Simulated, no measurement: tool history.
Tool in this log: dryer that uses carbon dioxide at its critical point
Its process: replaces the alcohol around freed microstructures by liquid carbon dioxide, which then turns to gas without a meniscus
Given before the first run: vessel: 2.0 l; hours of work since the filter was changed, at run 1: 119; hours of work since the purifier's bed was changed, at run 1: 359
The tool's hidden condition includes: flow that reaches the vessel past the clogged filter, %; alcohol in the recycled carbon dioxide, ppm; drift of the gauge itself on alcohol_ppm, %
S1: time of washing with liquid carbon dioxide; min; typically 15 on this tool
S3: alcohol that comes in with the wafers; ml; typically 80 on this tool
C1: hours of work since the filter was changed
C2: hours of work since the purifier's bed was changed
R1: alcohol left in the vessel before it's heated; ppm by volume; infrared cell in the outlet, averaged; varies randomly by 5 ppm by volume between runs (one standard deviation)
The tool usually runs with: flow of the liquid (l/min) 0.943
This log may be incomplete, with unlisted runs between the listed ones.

run 1 hour=0 | S1=15 flow_of_the_liquid_(l/min)=0.943 S3=80 | C1=119 C2=359 | R1=94
run 2 hour=31.9 | S1=15 flow_of_the_liquid_(l/min)=0.943 S3=80 | C1=140 C2=379 | R1=91
run 3 hour=51.2 | S1=12 flow_of_the_liquid_(l/min)=0.943 S3=80 | C1=153 C2=392 | R1=234
run 4 hour=79.8 | S1=20 flow_of_the_liquid_(l/min)=0.943 S3=80 | C1=171 C2=411 | R1=47
run 5 hour=111.2 | S1=20 flow_of_the_liquid_(l/min)=0.943 S3=80 | C1=192 C2=431 | R1=66
run 6 hour=134.8 | S1=15 flow_of_the_liquid_(l/min)=0.943 S3=80 | C1=207 C2=446 | R1=122
run 7 hour=165.7 | S1=15 flow_of_the_liquid_(l/min)=0.943 S3=80 | C1=227 C2=466 | R1=118
run 8 hour=192.1 | S1=15 flow_of_the_liquid_(l/min)=0.943 S3=80 | C1=244 C2=484 | R1=124
run 9 hour=225 | S1=22 flow_of_the_liquid_(l/min)=0.943 S3=80 | C1=266 C2=505 | R1=65
run 10 hour=260.7 | S1=22 flow_of_the_liquid_(l/min)=0.63 S3=80 | C1=289 C2=528 | R1=151
run 11 hour=301 | S1=22 flow_of_the_liquid_(l/min)=0.63 S3=80 | C1=315 C2=554 | R1=155
run 12 hour=341.2 | S1=22 flow_of_the_liquid_(l/min)=0.63 S3=80 | C1=341 C2=580 | R1=168
run 13 hour=370.1 | S1=15 flow_of_the_liquid_(l/min)=0.943 S3=29 | C1=360 C2=599 | R1=97
run 14 hour=394.7 | S1=15 flow_of_the_liquid_(l/min)=1.548 S3=29 | C1=376 C2=615 | R1=81
run 15 hour=416.6 | S1=15 flow_of_the_liquid_(l/min)=0.943 S3=80 | C1=390 C2=630 | R1=156
run 16 hour=447.3 | S1=15 flow_of_the_liquid_(l/min)=0.943 S3=80 | C1=410 C2=650 | R1=170
run 17 hour=482.9 | S1=15 flow_of_the_liquid_(l/min)=0.943 S3=80 | C1=434 C2=673 | R1=180
-- hour=507.7 inlet filter changed
run 18 hour=511.1 | S1=15 flow_of_the_liquid_(l/min)=0.943 S3=80 | C1=2 C2=690 | R1=125
run 19 hour=550.2 | S1=15 flow_of_the_liquid_(l/min)=0.943 S3=31 | C1=28 C2=716 | R1=108
run 20 hour=591.5 | S1=15 flow_of_the_liquid_(l/min)=0.943 S3=31 | C1=55 C2=743 | R1=101
run 21 hour=632.8 | S1=15 flow_of_the_liquid_(l/min)=0.943 S3=80 | C1=81 C2=769 | R1=138
run 22 hour=665.9 | S1=17 flow_of_the_liquid_(l/min)=0.943 S3=80 | C1=103 C2=791 | R1=115
run 23 hour=701.5 | S1=17 flow_of_the_liquid_(l/min)=0.943 S3=80 | C1=126 C2=814 | R1=113

Forecast run 24:
run 24 hour=726.3 | S1=17 flow_of_the_liquid_(l/min)=0.943 S3=80 | C1=142 C2=830 | R1=?

R1: 126 ppm by volume
Had the tool carried no hidden state, the very same run would have given R1 21 ppm by volume.
